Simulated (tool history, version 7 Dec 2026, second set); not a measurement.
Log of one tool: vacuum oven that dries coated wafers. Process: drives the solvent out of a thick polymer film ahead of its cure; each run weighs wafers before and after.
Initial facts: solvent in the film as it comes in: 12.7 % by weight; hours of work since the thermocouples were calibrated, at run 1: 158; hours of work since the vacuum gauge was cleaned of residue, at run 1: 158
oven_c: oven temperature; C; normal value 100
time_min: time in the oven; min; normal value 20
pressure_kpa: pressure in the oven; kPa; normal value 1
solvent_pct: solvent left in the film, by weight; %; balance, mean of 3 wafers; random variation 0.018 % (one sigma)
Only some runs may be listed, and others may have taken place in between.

run   hour  oven_c  time_min  pressure_kpa  hours of work since the thermocouples were calibrated  hours of work since the vacuum gauge was cleaned of residue  solvent_pct
  1      0     100        20             1                                                    158                                                          158         1.68
  2   16.9     100        20             1                                                    169                                                          169         1.67
  3   31.3     100        20             1                                                    178                                                          178         1.64
  4   56.1     100        20             1                                                    194                                                          194         1.66
  5   74.5     114        20             1                                                    206                                                          206         0.39
  6   90.6     114        20          1.04                                                    216                                                          216         0.42
  7  112.7     100        20             1                                                    230                                                          230         1.67
  8  138.4     100        20             1                                                    247                                                          247         1.67
  9  165.3     100        20             1                                                    264                                                          264         1.63
 10  187.7     100        20             1                                                    278                                                          278         1.69
 11  205.6     100        20             1                                                    289                                                          289         1.68
 12  225.3     100        20             1                                                    302                                                          302         1.66
 13  254.2     100        20             1                                                    320                                                          320         1.65
 14  269.4     100        20             1                                                    330                                                          330         1.63
 15  282.8     100        20             1                                                    338                                                          338         1.67
     285.5  -- vacuum gauge cleaned of residue and calibrated
 16  305.7     100        20             1                                                    352                                                           13         1.67
 17  330.4     101        20             1                                                    368                                                           29         1.49
 18  352.1     101        20             1                                                    382                                                           42         1.53
 19  368.8     101        20             1                                                    392                                                           53         1.54
 20  381.5     100        20             1                                                    400                                                           61         1.67
 21  400.1     100        20             1                                                    412                                                           73         1.66
 22    416     100        20             1                                                    422                                                           83         1.65
 23  439.3     100        20             1                                                    437                                                           98         1.66
     455.9  -- vacuum gauge cleaned of residue and calibrated, once more
 24  457.3     100        20          1.84                                                    448                                                            1         1.95
 25  469.3     100        20          1.84                                                    455                                                            9         1.92
 26  491.5     100        20          1.84                                                    469                                                           23         1.95
 27  508.6     100        14             1                                                    480                                                           34         2.65
 28  526.4     110        11          3.59                                                    492                                                           45         2.42
 29    544     110        11          3.59                                                    503                                                           56         2.39
 30  556.8     109        12           3.5                                                    511                                                           64          2.3
 31  571.1     109        12           3.5                                                    520                                                           73          2.3
 32  583.2     108        26             1                                                    528                                                           81         0.49
 33  606.4     108        19          1.32                                                    543                                                           96         0.88
 34  628.5     100        12          1.54                                                    557                                                          110         3.33
 35  653.5     111        22             1                                                    573                                                          126         0.45
 36  676.1     107        34          0.95                                                    587                                                          140         0.39
 37  688.5     107        34          0.95                                                    595                                                          148          0.4
 38  701.9     107        34          0.95                                                    603                                                          157         0.39
 39  726.2     107        34          0.95                                                    619                                                          172         0.39
 40  750.8     107        34          0.95                                                    635                                                          188         0.41
 41  764.8      96        20          1.31                                                    643                                                          197         2.38
 42  785.1     110        14          0.78                                                    656                                                          210         1.02
 43  813.8     102        20          2.16                                                    675                                                          228         1.79
 44  829.7     102        20          2.16                                                    685                                                          238         1.81
 45  841.6     102        20          2.16                                                    692                                                          246         1.75
 46    857     104        17          2.13                                                    702                                                          255         1.81

Consider 4 possible next runs. They are alternatives, not a sequence: every one starts from the tool as it was left by run 46. What does each give?
  A  882.2     110        23          2.13                                                    718                                                          271            ?
  B  882.2      86        20          3.34                                                    718                                                          271            ?
  C  882.2     100        25             1                                                    718                                                          271            ?
  D  882.2     104        13          2.13                                                    718                                                          271            ?

run  solvent_pct
  A         0.82
  B         5.61
  C         1.12
  D         2.51
Had the tool no hidden state, the same runs would have come out as:
run  solvent_pct
  A          0.8
  B         5.55
  C         1.08
  D         2.47
